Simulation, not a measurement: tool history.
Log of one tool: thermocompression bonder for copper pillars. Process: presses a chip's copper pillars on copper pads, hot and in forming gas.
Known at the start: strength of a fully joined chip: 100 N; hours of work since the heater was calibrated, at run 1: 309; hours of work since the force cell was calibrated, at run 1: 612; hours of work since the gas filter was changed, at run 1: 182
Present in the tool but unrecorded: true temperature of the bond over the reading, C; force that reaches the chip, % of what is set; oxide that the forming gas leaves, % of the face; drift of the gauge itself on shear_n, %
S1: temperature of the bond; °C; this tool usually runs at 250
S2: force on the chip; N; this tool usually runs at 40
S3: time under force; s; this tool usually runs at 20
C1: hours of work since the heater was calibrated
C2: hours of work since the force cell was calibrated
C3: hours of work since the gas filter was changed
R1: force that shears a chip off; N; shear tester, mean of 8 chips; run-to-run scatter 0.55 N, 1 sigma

run,day,S1,S2,S3,C1,C2,C3,R1
1,0.000,250,40,20,309,612,182,63.1
2,1.692,250,40,20,337,640,210,61.1
3,3.792,250,40,20,371,675,245,60.7
4,4.938,250,40,20,390,694,264,61.0
5,6.671,250,40,20,419,723,293,60.8
6,8.050,239,24,13,442,745,315,28.2
# day 8.258: heater calibrated with a thermocouple chip
7,9.317,232,28,20,18,765,335,35.1
# day 10.950: forming gas filter changed
8,11.779,250,25,36,58,806,14,52.8
9,12.871,250,25,36,76,824,32,51.5
10,14.221,250,25,36,98,846,54,52.4

Across each entry between runs, compare the hidden state at the last listed run before it with the hidden state at the first listed run after it:
Logged between run 6 and run 7: heater calibrated with a thermocouple chip (day 8.258)
  true temperature of the bond over the reading, C: -5.5 -> -6.5; force that reaches the chip, % of what is set: 102.8 -> 102.9; oxide that the forming gas leaves, % of the face: 6.96 -> 7.35
  what was measured, less what the result would be without the hidden state, R1: -3.3 -> -4.7 N
Logged between run 7 and run 8: forming gas filter changed (day 10.950)
  true temperature of the bond over the reading, C: -6.5 -> -7; force that reaches the chip, % of what is set: 102.9 -> 103; oxide that the forming gas leaves, % of the face: 7.35 -> 0.87
  what was measured, less what the result would be without the hidden state, R1: -4.7 -> -2.7 N
